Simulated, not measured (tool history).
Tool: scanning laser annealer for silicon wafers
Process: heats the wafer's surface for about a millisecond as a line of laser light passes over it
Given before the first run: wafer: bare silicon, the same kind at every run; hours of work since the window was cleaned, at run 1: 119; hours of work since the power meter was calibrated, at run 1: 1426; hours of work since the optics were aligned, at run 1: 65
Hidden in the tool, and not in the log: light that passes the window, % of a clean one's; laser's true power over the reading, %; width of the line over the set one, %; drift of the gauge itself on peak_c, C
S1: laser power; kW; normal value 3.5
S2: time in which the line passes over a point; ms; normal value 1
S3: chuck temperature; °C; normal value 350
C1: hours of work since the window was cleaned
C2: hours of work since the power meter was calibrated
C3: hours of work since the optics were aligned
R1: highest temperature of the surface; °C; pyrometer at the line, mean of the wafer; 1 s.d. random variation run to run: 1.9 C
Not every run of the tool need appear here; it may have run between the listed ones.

{"run": 1, "hour": 0.0, "S1": 3.5, "S2": 1, "S3": 350, "C1": 119, "C2": 1426, "C3": 65, "R1": 1109}
{"run": 2, "hour": 25.0, "S1": 3.5, "S2": 1, "S3": 350, "C1": 138, "C2": 1445, "C3": 84, "R1": 1108}
{"run": 3, "hour": 55.9, "S1": 3.5, "S2": 1, "S3": 350, "C1": 162, "C2": 1468, "C3": 108, "R1": 1105}
{"run": 4, "hour": 107.7, "S1": 3.5, "S2": 1, "S3": 350, "C1": 201, "C2": 1508, "C3": 147, "R1": 1103}
{"run": 5, "hour": 133.4, "S1": 3.5, "S2": 1, "S3": 350, "C1": 221, "C2": 1527, "C3": 167, "R1": 1101}
{"run": 6, "hour": 186.9, "S1": 3.5, "S2": 1, "S3": 350, "C1": 262, "C2": 1568, "C3": 207, "R1": 1103}
{"run": 7, "hour": 238.2, "S1": 3.5, "S2": 1, "S3": 350, "C1": 301, "C2": 1607, "C3": 246, "R1": 1093}
{"run": 8, "hour": 292.4, "S1": 3.5, "S2": 0.91, "S3": 350, "C1": 342, "C2": 1648, "C3": 288, "R1": 1064}
{"run": 9, "hour": 327.9, "S1": 3.5, "S2": 0.91, "S3": 350, "C1": 369, "C2": 1675, "C3": 315, "R1": 1062}
{"run": 10, "hour": 366.7, "S1": 3.5, "S2": 0.85, "S3": 350, "C1": 398, "C2": 1705, "C3": 344, "R1": 1038}
{"run": 11, "hour": 418.3, "S1": 3.5, "S2": 1, "S3": 383, "C1": 438, "C2": 1744, "C3": 384, "R1": 1123}
{"run": 12, "hour": 447.9, "S1": 3.5, "S2": 0.98, "S3": 350, "C1": 460, "C2": 1766, "C3": 406, "R1": 1080}
{"run": 13, "hour": 492.4, "S1": 3.5, "S2": 0.98, "S3": 350, "C1": 494, "C2": 1800, "C3": 440, "R1": 1081}
{"run": 14, "hour": 533.0, "S1": 3.5, "S2": 1, "S3": 327, "C1": 525, "C2": 1831, "C3": 471, "R1": 1060}
{"run": 15, "hour": 577.6, "S1": 3.5, "S2": 1, "S3": 327, "C1": 559, "C2": 1865, "C3": 505, "R1": 1057}
{"run": 16, "hour": 619.8, "S1": 3.5, "S2": 1, "S3": 327, "C1": 591, "C2": 1897, "C3": 537, "R1": 1055}
{"hour": 650.3, "done": "window over the wafer cleaned"}
{"run": 17, "hour": 652.6, "S1": 3.5, "S2": 1, "S3": 327, "C1": 2, "C2": 1921, "C3": 560, "R1": 1088}
{"run": 18, "hour": 704.9, "S1": 3.625, "S2": 1, "S3": 350, "C1": 42, "C2": 1960, "C3": 600, "R1": 1140}
{"run": 19, "hour": 740.4, "S1": 3.625, "S2": 1, "S3": 350, "C1": 69, "C2": 1987, "C3": 627, "R1": 1136}
{"run": 20, "hour": 795.5, "S1": 3.625, "S2": 1, "S3": 350, "C1": 111, "C2": 2029, "C3": 669, "R1": 1137}
{"run": 21, "hour": 825.4, "S1": 3.625, "S2": 1, "S3": 350, "C1": 133, "C2": 2052, "C3": 692, "R1": 1134}
{"run": 22, "hour": 863.8, "S1": 3.732, "S2": 1.08, "S3": 376, "C1": 162, "C2": 2081, "C3": 721, "R1": 1218}
{"hour": 873.0, "done": "optics aligned, line set to its width"}
{"run": 23, "hour": 912.0, "S1": 3.732, "S2": 1.08, "S3": 376, "C1": 195, "C2": 2114, "C3": 30, "R1": 1209}
{"run": 24, "hour": 940.1, "S1": 3.732, "S2": 1.08, "S3": 376, "C1": 217, "C2": 2136, "C3": 51, "R1": 1209}
{"run": 25, "hour": 965.9, "S1": 3.703, "S2": 1, "S3": 370, "C1": 236, "C2": 2155, "C3": 71, "R1": 1168}
{"hour": 1004.0, "done": "optics aligned, line set to its width, once more"}
{"run": 26, "hour": 1011.2, "S1": 3.703, "S2": 1, "S3": 370, "C1": 267, "C2": 2186, "C3": 5, "R1": 1175}
{"run": 27, "hour": 1042.2, "S1": 3.703, "S2": 1, "S3": 370, "C1": 291, "C2": 2210, "C3": 29, "R1": 1174}
{"run": 28, "hour": 1096.0, "S1": 3.514, "S2": 1, "S3": 350, "C1": 332, "C2": 2250, "C3": 70, "R1": 1099}
{"run": 29, "hour": 1142.9, "S1": 3.063, "S2": 1, "S3": 335, "C1": 367, "C2": 2286, "C3": 106, "R1": 964}
{"run": 30, "hour": 1187.6, "S1": 3.047, "S2": 0.72, "S3": 384, "C1": 401, "C2": 2320, "C3": 140, "R1": 923}
{"run": 31, "hour": 1220.9, "S1": 3.047, "S2": 0.72, "S3": 384, "C1": 427, "C2": 2346, "C3": 165, "R1": 920}
{"run": 32, "hour": 1257.7, "S1": 3.047, "S2": 1.16, "S3": 386, "C1": 455, "C2": 2374, "C3": 193, "R1": 1048}
{"run": 33, "hour": 1312.0, "S1": 3.717, "S2": 1.15, "S3": 386, "C1": 496, "C2": 2415, "C3": 234, "R1": 1237}
{"run": 34, "hour": 1353.5, "S1": 3.31, "S2": 1, "S3": 369, "C1": 527, "C2": 2446, "C3": 266, "R1": 1053}
{"run": 35, "hour": 1384.2, "S1": 3.255, "S2": 1.05, "S3": 314, "C1": 551, "C2": 2470, "C3": 289, "R1": 996}
{"run": 36, "hour": 1418.5, "S1": 3.255, "S2": 1.05, "S3": 314, "C1": 577, "C2": 2496, "C3": 315, "R1": 996}
{"hour": 1464.4, "done": "window over the wafer cleaned"}
{"run": 37, "hour": 1472.5, "S1": 3.54, "S2": 0.79, "S3": 341, "C1": 6, "C2": 2535, "C3": 355, "R1": 1036}
{"run": 38, "hour": 1507.2, "S1": 3.76, "S2": 0.88, "S3": 341, "C1": 33, "C2": 2562, "C3": 381, "R1": 1131}
{"run": 39, "hour": 1539.8, "S1": 3.536, "S2": 0.72, "S3": 321, "C1": 57, "C2": 2587, "C3": 406, "R1": 988}
{"run": 40, "hour": 1568.8, "S1": 3.536, "S2": 0.72, "S3": 321, "C1": 79, "C2": 2609, "C3": 428, "R1": 982}
{"run": 41, "hour": 1604.2, "S1": 3.645, "S2": 1, "S3": 331, "C1": 106, "C2": 2636, "C3": 455, "R1": 1131}

Here are 3 independent what-if runs from the current tool condition. What would each one return?
{"run": "A", "hour": 1629.7, "S1": 3.81, "S2": 1, "S3": 329, "C1": 126, "C2": 2655, "C3": 475, "R1": "?"}
{"run": "B", "hour": 1629.7, "S1": 3.427, "S2": 1, "S3": 350, "C1": 126, "C2": 2655, "C3": 475, "R1": "?"}
{"run": "C", "hour": 1629.7, "S1": 3.07, "S2": 0.77, "S3": 352, "C1": 126, "C2": 2655, "C3": 475, "R1": "?"}

run=A R1=1173
run=B R1=1091
run=C R1=924
Without the tool's hidden state the same runs would have given:
run=A R1=1176
run=B R1=1094
run=C R1=926
